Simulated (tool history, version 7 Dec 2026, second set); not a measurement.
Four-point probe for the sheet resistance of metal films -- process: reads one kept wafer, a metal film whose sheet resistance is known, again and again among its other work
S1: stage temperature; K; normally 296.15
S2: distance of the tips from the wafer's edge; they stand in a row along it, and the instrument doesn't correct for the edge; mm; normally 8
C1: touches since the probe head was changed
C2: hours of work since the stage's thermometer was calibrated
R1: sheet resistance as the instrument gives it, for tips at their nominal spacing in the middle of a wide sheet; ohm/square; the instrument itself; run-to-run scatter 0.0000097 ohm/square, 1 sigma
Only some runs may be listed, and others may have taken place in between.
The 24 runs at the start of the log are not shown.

Run 25, hour 896: usual settings but S1 291.15 K, S2 32 mm; C1 31843; C2 657. Result: R1 0.048381 ohm/square.
Run 26, hour 948.2: usual settings but S1 297.15 K; C1 33501; C2 687. Result: R1 0.048396 ohm/square.
Run 27, hour 992.6: usual settings but S1 292.15 K; C1 34914; C2 713. Result: R1 0.048484 ohm/square.
Run 28, hour 1029.2: usual settings but S1 292.15 K, S2 65 mm; C1 36076; C2 734. Result: R1 0.048354 ohm/square.
Run 29, hour 1067.7: usual settings but S1 299.15 K, S2 20 mm; C1 37301; C2 756. Result: R1 0.04828 ohm/square.
Run 30, hour 1093.5: usual settings but S1 300.15 K, S2 23 mm; C1 38123; C2 770. Result: R1 0.048249 ohm/square.
Run 31, hour 1130: usual settings but S1 295.15 K, S2 26 mm; C1 39282; C2 791. Result: R1 0.048326 ohm/square.
Run 32, hour 1164.2: usual settings but S1 295.15 K, S2 26 mm; C1 40369; C2 811. Result: R1 0.048319 ohm/square.
Run 33, hour 1213.7: usual settings but S2 32 mm; C1 41944; C2 839. Result: R1 0.048306 ohm/square.
Run 34, hour 1246.6: usual settings but S2 32 mm; C1 42991; C2 858. Result: R1 0.048302 ohm/square.
Run 35, hour 1291: usual settings but S1 293.15 K, S2 3 mm; C1 44402; C2 884. Result: R1 0.049048 ohm/square.
Run 36, hour 1342.2: usual settings but S1 297.15 K, S2 71 mm; C1 46028; C2 913. Result: R1 0.048319 ohm/square.
Run 37, hour 1365.1: usual settings but S1 294.15 K, S2 4 mm; C1 46757; C2 926. Result: R1 0.048744 ohm/square.
Run 38, hour 1406: usual settings but S2 12 mm; C1 48057; C2 950. Result: R1 0.048351 ohm/square.
Run 39, hour 1459.6: usual settings but S1 302.15 K, S2 12 mm; C1 49761; C2 980. Result: R1 0.04826 ohm/square.
Run 40, hour 1492.9: usual settings but S1 300.15 K, S2 9 mm; C1 50822; C2 999. Result: R1 0.048316 ohm/square.
Run 41, hour 1539.2: usual settings but S1 300.15 K, S2 61 mm; C1 52291; C2 1026. Result: R1 0.04825 ohm/square.

Below are 5 alternative next runs, each starting from the tool's condition after run 41. Predict each:
Run A, hour 1590.6: usual settings but S1 295.15 K, S2 61 mm; C1 53928; C2 1055. Result: R1 ?.
Run B, hour 1590.6: usual settings but S1 306.15 K, S2 11 mm; C1 53928; C2 1055. Result: R1 ?.
Run C, hour 1590.6: usual settings but S1 301.15 K; C1 53928; C2 1055. Result: R1 ?.
Run D, hour 1590.6: usual settings but S1 305.15 K; C1 53928; C2 1055. Result: R1 ?.
Run E, hour 1590.6: usual settings but S1 302.15 K, S2 7 mm; C1 53928; C2 1055. Result: R1 ?.

run        R1
  A  0.048326
  B  0.048212
  C  0.048322
  D  0.048272
  E  0.048348
Take away the tool's hidden state, keep each run's random variation, and the runs would have read:
run        R1
  A  0.048327
  B  0.048213
  C  0.048323
  D  0.048273
  E  0.048348
